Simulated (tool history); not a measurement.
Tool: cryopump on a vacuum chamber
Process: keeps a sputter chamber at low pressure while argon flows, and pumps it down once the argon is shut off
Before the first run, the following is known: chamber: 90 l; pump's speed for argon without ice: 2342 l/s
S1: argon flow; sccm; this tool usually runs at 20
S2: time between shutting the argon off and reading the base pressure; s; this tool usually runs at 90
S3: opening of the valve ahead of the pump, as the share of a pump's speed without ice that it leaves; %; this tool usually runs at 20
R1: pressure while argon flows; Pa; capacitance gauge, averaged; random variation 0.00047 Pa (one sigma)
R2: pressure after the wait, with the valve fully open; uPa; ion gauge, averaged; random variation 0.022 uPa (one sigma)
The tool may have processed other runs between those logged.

run,hour,S1,S2,S3,R1,R2
1,0.0,20,90,20,0.0723,0.78
2,16.0,20,90,30,0.0488,0.71
3,25.9,20,90,30,0.0491,0.77
4,36.0,20,90,30,0.0486,0.75
5,48.3,21,90,20,0.0770,0.75
6,62.3,21,90,20,0.0764,0.81
7,72.1,20,81,20,0.0733,0.87
8,78.9,20,81,20,0.0739,0.85
9,92.2,20,90,54,0.0275,0.80
10,100.5,20,90,54,0.0279,0.80
11,109.7,28,21,54,0.0385,2.66
12,120.2,22,59,20,0.0806,1.13
13,129.3,22,59,20,0.0801,1.08
14,136.0,14,59,59,0.0181,1.11
15,145.4,20,30,49,0.0302,1.92
16,152.3,20,30,49,0.0301,1.94
17,164.8,20,30,49,0.0302,1.89
18,180.7,20,30,21,0.0708,1.96
19,194.9,20,30,21,0.0699,1.94
20,201.8,20,100,20,0.0730,0.72

Predict each of these 3 candidate next runs independently; none follows another, all start after run 20:
A,208.6,20,189,49,?,?
B,208.6,30,25,16,?,?
C,208.6,20,29,20,?,?

run,R1,R2
A,0.0300,0.52
B,0.1366,2.26
C,0.0740,1.91
The same runs, with their run-to-run variation unchanged, on a tool lacking any hidden condition would have given:
run,R1,R2
A,0.0291,0.39
B,0.1352,2.14
C,0.0730,1.79
